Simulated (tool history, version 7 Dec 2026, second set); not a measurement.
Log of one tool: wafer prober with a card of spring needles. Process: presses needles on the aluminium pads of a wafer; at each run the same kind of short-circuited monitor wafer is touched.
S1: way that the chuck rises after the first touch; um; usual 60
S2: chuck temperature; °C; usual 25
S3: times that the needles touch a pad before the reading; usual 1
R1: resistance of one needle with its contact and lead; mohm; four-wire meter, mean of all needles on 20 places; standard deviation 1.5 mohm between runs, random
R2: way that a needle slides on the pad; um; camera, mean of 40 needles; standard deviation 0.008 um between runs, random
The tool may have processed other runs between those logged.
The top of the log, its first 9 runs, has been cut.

run,hour,S1,S2,S3,R1,R2
# hour 71.7: tips cleaned on abrasive film
# hour 79.7: tips cleaned on abrasive film
10,82.3,60,25,1,178,9.67
# hour 87.3: tips cleaned on abrasive film
11,90.3,60,25,1,182,9.661
# hour 95.1: tips cleaned on abrasive film
12,97.4,60,30,1,177,9.639
# hour 102.5: tips cleaned on abrasive film
13,107.6,60,30,1,199,9.632
# hour 108.7: height of the first contact set anew
# hour 110.2: tips cleaned on abrasive film
# hour 117.9: tips cleaned on abrasive film
14,118.7,60,30,1,160,9.575
# hour 125.2: tips cleaned on abrasive film
15,126.9,60,25,1,170,9.566
# hour 132.6: tips cleaned on abrasive film
16,138.8,48,40,3,181,7.599
# hour 139.9: tips cleaned on abrasive film
17,145.7,67,26,2,168,10.694
# hour 147.5: tips cleaned on abrasive film
18,153.9,44,39,3,195,6.923
# hour 155.2: tips cleaned on abrasive film
# hour 162.2: height of the first contact set anew, once more
# hour 163.1: tips cleaned on abrasive film
19,163.1,44,39,3,152,7.157
# hour 170.3: tips cleaned on abrasive film
20,170.5,44,39,3,158,7.146
# hour 177.8: tips cleaned on abrasive film
21,180.2,60,109,3,169,9.742
# hour 185.4: tips cleaned on abrasive film
22,190.6,60,29,1,198,9.747
# hour 193.3: tips cleaned on abrasive film
23,199.4,74,29,1,182,12.009
# hour 200.7: tips cleaned on abrasive film
# hour 208: tips cleaned on abrasive film
24,209.8,74,29,1,157,11.988
# hour 215.7: tips cleaned on abrasive film
25,222,60,25,2,178,9.702
# hour 222.9: tips cleaned on abrasive film
26,229.1,60,25,2,176,9.69
# hour 230.4: tips cleaned on abrasive film
27,237.2,60,25,2,180,9.683
# hour 238.2: tips cleaned on abrasive film
# hour 245.7: tips cleaned on abrasive film
28,249.9,60,25,2,174,9.666
# hour 253.6: tips cleaned on abrasive film
29,256.6,59,75,1,192,9.474
# hour 261.7: tips cleaned on abrasive film
30,264.8,59,75,1,192,9.497

4 options for the next run, each taken on its own from the tool as it stands now. Forecast them:
# hour 269.1: tips cleaned on abrasive film
A,274.5,59,83,2,?,?
# hour 269.1: tips cleaned on abrasive film
B,274.5,45,38,2,?,?
# hour 269.1: tips cleaned on abrasive film
C,274.5,63,25,1,?,?
# hour 269.1: tips cleaned on abrasive film
D,274.5,45,32,1,?,?

run,R1,R2
A,187,9.476
B,210,7.184
C,196,10.126
D,250,7.192
What these runs would have given with no unlogged condition in the tool:
run,R1,R2
A,153,9.608
B,151,7.316
C,142,10.259
D,151,7.325

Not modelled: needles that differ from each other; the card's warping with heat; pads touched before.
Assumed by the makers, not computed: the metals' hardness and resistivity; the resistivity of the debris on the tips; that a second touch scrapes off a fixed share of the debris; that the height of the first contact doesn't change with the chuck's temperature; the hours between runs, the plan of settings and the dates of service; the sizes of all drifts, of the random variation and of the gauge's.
